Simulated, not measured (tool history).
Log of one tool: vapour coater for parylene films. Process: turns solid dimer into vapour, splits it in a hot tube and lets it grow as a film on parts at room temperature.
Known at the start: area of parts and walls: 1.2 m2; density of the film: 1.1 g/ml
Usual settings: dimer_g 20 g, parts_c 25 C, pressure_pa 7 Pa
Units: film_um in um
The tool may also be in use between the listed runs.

{"run": 1, "hour": 0.0, "dimer_g": 20, "parts_c": 25, "pressure_pa": 7, "film_um": 7.95}
{"run": 2, "hour": 17.9, "dimer_g": 20, "parts_c": 25, "pressure_pa": 7, "film_um": 7.98}
{"run": 3, "hour": 40.5, "dimer_g": 20, "parts_c": 25, "pressure_pa": 7, "film_um": 7.94}
{"run": 4, "hour": 61.7, "dimer_g": 20, "parts_c": 25, "pressure_pa": 7, "film_um": 7.76}
{"run": 5, "hour": 76.3, "dimer_g": 20, "parts_c": 25, "pressure_pa": 7, "film_um": 7.82}
{"run": 6, "hour": 94.2, "dimer_g": 11, "parts_c": 25, "pressure_pa": 7, "film_um": 4.22}
{"run": 7, "hour": 112.6, "dimer_g": 11, "parts_c": 25, "pressure_pa": 7, "film_um": 4.19}
{"run": 8, "hour": 123.7, "dimer_g": 13, "parts_c": 21, "pressure_pa": 2.99, "film_um": 7.09}
{"run": 9, "hour": 142.3, "dimer_g": 10, "parts_c": 28, "pressure_pa": 3.41, "film_um": 3.78}
{"hour": 148.1, "done": "trap's valve overhauled"}
{"run": 10, "hour": 160.4, "dimer_g": 11, "parts_c": 22, "pressure_pa": 3.32, "film_um": 6.38}

Forecast each of these 4 alternatives for the next run:
{"run": "A", "hour": 174.4, "dimer_g": 13, "parts_c": 24, "pressure_pa": 4.11, "film_um": "?"}
{"run": "B", "hour": 174.4, "dimer_g": 22, "parts_c": 18, "pressure_pa": 11.14, "film_um": "?"}
{"run": "C", "hour": 174.4, "dimer_g": 14, "parts_c": 27, "pressure_pa": 3.32, "film_um": "?"}
{"run": "D", "hour": 174.4, "dimer_g": 20, "parts_c": 25, "pressure_pa": 8.27, "film_um": "?"}

run=A film_um=6.55
run=B film_um=12.25
run=C film_um=6.46
run=D film_um=8.47
Without the tool's hidden state the same runs would have given:
run=A film_um=6.7
run=B film_um=12.53
run=C film_um=6.61
run=D film_um=8.66
